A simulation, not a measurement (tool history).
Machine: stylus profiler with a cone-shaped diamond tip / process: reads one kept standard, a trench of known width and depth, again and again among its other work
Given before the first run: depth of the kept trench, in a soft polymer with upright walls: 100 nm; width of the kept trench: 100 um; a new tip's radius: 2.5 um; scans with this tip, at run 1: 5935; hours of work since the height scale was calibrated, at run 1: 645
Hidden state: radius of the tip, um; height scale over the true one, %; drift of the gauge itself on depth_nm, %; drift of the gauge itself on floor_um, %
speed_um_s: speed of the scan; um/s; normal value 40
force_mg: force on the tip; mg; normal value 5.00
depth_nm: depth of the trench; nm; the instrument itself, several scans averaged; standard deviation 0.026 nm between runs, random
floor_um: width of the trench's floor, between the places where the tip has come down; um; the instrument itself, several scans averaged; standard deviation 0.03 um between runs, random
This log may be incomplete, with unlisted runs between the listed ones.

run    hour  speed_um_s  force_mg  scans with this tip  hours of work since the height scale was calibrated  depth_nm  floor_um
  1     0.0          40      5.00                 5935                                                  645    102.95     98.27
  2    19.7          40      5.00                 6045                                                  657    102.99     98.28
  3    56.7          22      5.00                 6251                                                  679    102.94     98.35
  4    76.9          17      5.00                 6364                                                  692    103.00     98.34
  5   118.6          17      5.00                 6596                                                  717    102.97     98.28
  6   137.1          17      5.00                 6698                                                  728    102.96     98.32
  7   170.3          17      5.00                 6883                                                  748    103.01     98.29
  8   206.3          17      5.00                 7083                                                  770    103.05     98.33
  9   224.3          17      5.00                 7184                                                  781    103.01     98.32
 10   256.9          17      5.00                 7365                                                  801    103.01     98.24
 11   287.4          17      5.00                 7535                                                  819    103.00     98.31
 12   316.2          12      5.00                 7695                                                  836    103.02     98.27
 13   334.3          12      5.00                 7796                                                  847    103.03     98.33
 14   362.6          40      2.28                 7953                                                  864    101.90     98.17
 15   398.1          40      2.28                 8151                                                  886    101.90     98.20
 16   432.3          40      2.28                 8341                                                  907    101.97     98.21
 17   461.2          40      2.28                 8502                                                  924    101.97     98.14
 18   492.4          40      2.28                 8676                                                  943    101.93     98.16
 19   511.2          40      2.28                 8780                                                  954    101.92     98.19
 20   531.1          12      2.28                 8891                                                  966    101.97     98.24
 21   556.5          12      2.28                 9032                                                  982    102.00     98.23
 22   595.8          11      5.00                 9251                                                 1006    103.10     98.20
 23   627.7          11      4.00                 9429                                                 1025    102.71     98.19
 24   656.3          11      4.00                 9588                                                 1042    102.69     98.18
      660.6  -- height scale calibrated on a step standard
 25   682.8          12      2.42                 9733                                                   13    102.14     98.24
 26   714.6          12      2.42                 9909                                                   33    102.16     98.18
 27   748.9          12      2.42                10100                                                   53    102.16     98.18
 28   770.7          54      8.23                10222                                                   67    104.29     98.14
      777.3  -- height scale calibrated on a step standard, once more
 29   809.7          40     11.71                10436                                                   20    104.77     98.19
 30   843.0          22      7.78                10621                                                   40    103.69     98.18
 31   883.4          24      3.26                10846                                                   64    102.10     98.14
 32   901.5          24      3.26                10946                                                   75    102.09     98.12
 33   939.6          24      3.26                11159                                                   98    102.07     98.17
 34   981.2          24      3.26                11390                                                  123    102.11     98.13
 35  1002.2          43      1.86                11507                                                  136    101.43     98.07
 36  1030.3          43      1.86                11664                                                  153    101.45     98.11
 37  1061.8          43      1.86                11839                                                  172    101.44     98.01
 38  1082.2          43      1.86                11952                                                  184    101.49     97.97
 39  1110.0          76      2.79                12107                                                  201    101.90     97.97
 40  1137.7          40      2.10                12261                                                  218    101.58     97.99
 41  1159.1         149      2.97                12381                                                  231    101.99     97.82
 42  1176.2         149      2.97                12475                                                  241    101.95     97.75
 43  1210.4          32      3.56                12666                                                  262    102.25     98.06
 44  1250.0         112      2.31                12886                                                  286    101.72     97.83
 45  1271.8          30      1.72                13008                                                  299    101.43     98.01
 46  1301.1          14     11.50                13171                                                  317    104.80     98.09

Results per run with the tool's hidden condition removed, run-to-run variation unchanged:
run  depth_nm  floor_um
  1    102.70     98.51
  2    102.74     98.52
  3    102.68     98.60
  4    102.73     98.59
  5    102.69     98.54
  6    102.68     98.59
  7    102.72     98.56
  8    102.75     98.60
  9    102.71     98.60
 10    102.70     98.53
 11    102.68     98.60
 12    102.70     98.57
 13    102.70     98.63
 14    101.57     98.47
 15    101.56     98.51
 16    101.63     98.53
 17    101.62     98.47
 18    101.57     98.49
 19    101.55     98.52
 20    101.60     98.58
 21    101.63     98.57
 22    102.72     98.55
 23    102.32     98.55
 24    102.29     98.54
 25    101.65     98.61
 26    101.66     98.55
 27    101.65     98.56
 28    103.76     98.52
 29    104.76     98.58
 30    103.67     98.57
 31    102.08     98.54
 32    102.06     98.52
 33    102.03     98.58
 34    102.06     98.55
 35    101.37     98.50
 36    101.38     98.54
 37    101.37     98.44
 38    101.42     98.41
 39    101.82     98.41
 40    101.50     98.44
 41    101.90     98.28
 42    101.85     98.21
 43    102.15     98.52
 44    101.61     98.30
 45    101.32     98.48
 46    104.68     98.57
